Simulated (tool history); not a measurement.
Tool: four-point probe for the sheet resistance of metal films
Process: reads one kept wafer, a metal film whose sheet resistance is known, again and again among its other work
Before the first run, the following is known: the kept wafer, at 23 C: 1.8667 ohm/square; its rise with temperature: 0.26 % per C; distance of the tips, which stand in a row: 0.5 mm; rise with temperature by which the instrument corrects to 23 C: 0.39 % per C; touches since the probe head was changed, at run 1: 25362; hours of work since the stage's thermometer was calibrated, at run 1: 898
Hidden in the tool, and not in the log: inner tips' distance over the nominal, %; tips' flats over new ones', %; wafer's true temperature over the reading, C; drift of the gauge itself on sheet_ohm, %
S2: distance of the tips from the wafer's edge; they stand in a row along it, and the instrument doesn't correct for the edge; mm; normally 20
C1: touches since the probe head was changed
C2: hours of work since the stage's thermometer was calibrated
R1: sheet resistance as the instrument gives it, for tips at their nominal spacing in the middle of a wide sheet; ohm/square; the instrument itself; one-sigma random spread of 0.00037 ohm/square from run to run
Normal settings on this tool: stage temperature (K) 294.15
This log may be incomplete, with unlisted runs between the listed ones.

{"run": 1, "hour": 0.0, "stage temperature (K)": 294.15, "S2": 20, "C1": 25362, "C2": 898, "R1": 1.86567}
{"run": 2, "hour": 59.5, "stage temperature (K)": 294.15, "S2": 20, "C1": 27861, "C2": 929, "R1": 1.866082}
{"run": 3, "hour": 104.0, "stage temperature (K)": 306.15, "S2": 20, "C1": 29732, "C2": 952, "R1": 1.838165}
{"run": 4, "hour": 157.2, "stage temperature (K)": 294.15, "S2": 20, "C1": 31966, "C2": 980, "R1": 1.865916}
{"run": 5, "hour": 215.6, "stage temperature (K)": 305.15, "S2": 20, "C1": 34419, "C2": 1010, "R1": 1.839842}
{"run": 6, "hour": 245.1, "stage temperature (K)": 305.15, "S2": 20, "C1": 35656, "C2": 1026, "R1": 1.840774}
{"run": 7, "hour": 272.1, "stage temperature (K)": 305.15, "S2": 20, "C1": 36792, "C2": 1040, "R1": 1.840781}
{"run": 8, "hour": 324.7, "stage temperature (K)": 305.15, "S2": 20, "C1": 39000, "C2": 1067, "R1": 1.840246}
{"run": 9, "hour": 351.2, "stage temperature (K)": 305.15, "S2": 20, "C1": 40114, "C2": 1081, "R1": 1.8412}
{"run": 10, "hour": 407.6, "stage temperature (K)": 305.15, "S2": 20, "C1": 42484, "C2": 1110, "R1": 1.841081}
{"run": 11, "hour": 445.8, "stage temperature (K)": 305.15, "S2": 20, "C1": 44087, "C2": 1130, "R1": 1.840842}
{"run": 12, "hour": 500.6, "stage temperature (K)": 305.15, "S2": 20, "C1": 46391, "C2": 1159, "R1": 1.840568}
{"run": 13, "hour": 548.6, "stage temperature (K)": 294.15, "S2": 10, "C1": 48408, "C2": 1184, "R1": 1.868852}
{"run": 14, "hour": 584.7, "stage temperature (K)": 294.15, "S2": 10, "C1": 49924, "C2": 1202, "R1": 1.868338}
{"run": 15, "hour": 617.1, "stage temperature (K)": 294.15, "S2": 10, "C1": 51286, "C2": 1219, "R1": 1.869003}
{"run": 16, "hour": 645.7, "stage temperature (K)": 294.15, "S2": 20, "C1": 52486, "C2": 1234, "R1": 1.86694}
{"run": 17, "hour": 706.2, "stage temperature (K)": 296.15, "S2": 20, "C1": 55027, "C2": 1266, "R1": 1.862252}
{"run": 18, "hour": 764.8, "stage temperature (K)": 296.15, "S2": 20, "C1": 57491, "C2": 1296, "R1": 1.862252}
{"run": 19, "hour": 824.9, "stage temperature (K)": 301.15, "S2": 16, "C1": 60013, "C2": 1327, "R1": 1.850855}
{"run": 20, "hour": 855.7, "stage temperature (K)": 293.15, "S2": 3, "C1": 61308, "C2": 1343, "R1": 1.896813}
{"run": 21, "hour": 892.9, "stage temperature (K)": 300.15, "S2": 7, "C1": 62871, "C2": 1363, "R1": 1.857355}
{"run": 22, "hour": 952.7, "stage temperature (K)": 301.15, "S2": 37, "C1": 65381, "C2": 1394, "R1": 1.850037}
{"run": 23, "hour": 1015.1, "stage temperature (K)": 301.15, "S2": 37, "C1": 68002, "C2": 1426, "R1": 1.850375}
{"run": 24, "hour": 1050.2, "stage temperature (K)": 303.15, "S2": 8, "C1": 69477, "C2": 1445, "R1": 1.849683}
{"run": 25, "hour": 1090.7, "stage temperature (K)": 296.15, "S2": 6, "C1": 71181, "C2": 1466, "R1": 1.869508}
{"run": 26, "hour": 1126.2, "stage temperature (K)": 296.15, "S2": 6, "C1": 72670, "C2": 1484, "R1": 1.869473}
{"run": 27, "hour": 1181.3, "stage temperature (K)": 300.15, "S2": 8, "C1": 74983, "C2": 1513, "R1": 1.857631}
{"run": 28, "hour": 1246.5, "stage temperature (K)": 298.15, "S2": 49, "C1": 77725, "C2": 1547, "R1": 1.858631}
{"run": 29, "hour": 1311.3, "stage temperature (K)": 298.15, "S2": 16, "C1": 80446, "C2": 1581, "R1": 1.85889}
{"run": 30, "hour": 1352.4, "stage temperature (K)": 306.15, "S2": 34, "C1": 82173, "C2": 1602, "R1": 1.840091}
{"run": 31, "hour": 1411.0, "stage temperature (K)": 306.15, "S2": 34, "C1": 84633, "C2": 1633, "R1": 1.840237}
{"run": 32, "hour": 1474.3, "stage temperature (K)": 306.15, "S2": 34, "C1": 87291, "C2": 1666, "R1": 1.840253}
{"run": 33, "hour": 1507.4, "stage temperature (K)": 297.15, "S2": 11, "C1": 88681, "C2": 1683, "R1": 1.862395}
{"run": 34, "hour": 1564.7, "stage temperature (K)": 297.15, "S2": 11, "C1": 91092, "C2": 1713, "R1": 1.863313}
{"run": 35, "hour": 1614.5, "stage temperature (K)": 297.15, "S2": 6, "C1": 93184, "C2": 1739, "R1": 1.868027}
{"run": 36, "hour": 1661.2, "stage temperature (K)": 294.15, "S2": 20, "C1": 95142, "C2": 1763, "R1": 1.869272}

Measured less the same run without the tool's hidden state. The same run-to-run variation is in both; the gauge's scatter may not be:
run=1 R1=-0.006641
run=2 R1=-0.006517
run=3 R1=-0.006272
run=4 R1=-0.006306
run=5 R1=-0.006053
run=6 R1=-0.005999
run=7 R1=-0.005929
run=8 R1=-0.005819
run=9 R1=-0.005767
run=10 R1=-0.005651
run=11 R1=-0.005555
run=12 R1=-0.005432
run=13 R1=-0.005457
run=14 R1=-0.005382
run=15 R1=-0.005320
run=16 R1=-0.005254
run=17 R1=-0.005093
run=18 R1=-0.004975
run=19 R1=-0.004779
run=20 R1=-0.004884
run=21 R1=-0.004677
run=22 R1=-0.004522
run=23 R1=-0.004389
run=24 R1=-0.004304
run=25 R1=-0.004316
run=26 R1=-0.004244
run=27 R1=-0.004076
run=28 R1=-0.003942
run=29 R1=-0.003811
run=30 R1=-0.003629
run=31 R1=-0.003525
run=32 R1=-0.003377
run=33 R1=-0.003413
run=34 R1=-0.003289
run=35 R1=-0.003194
run=36 R1=-0.003114
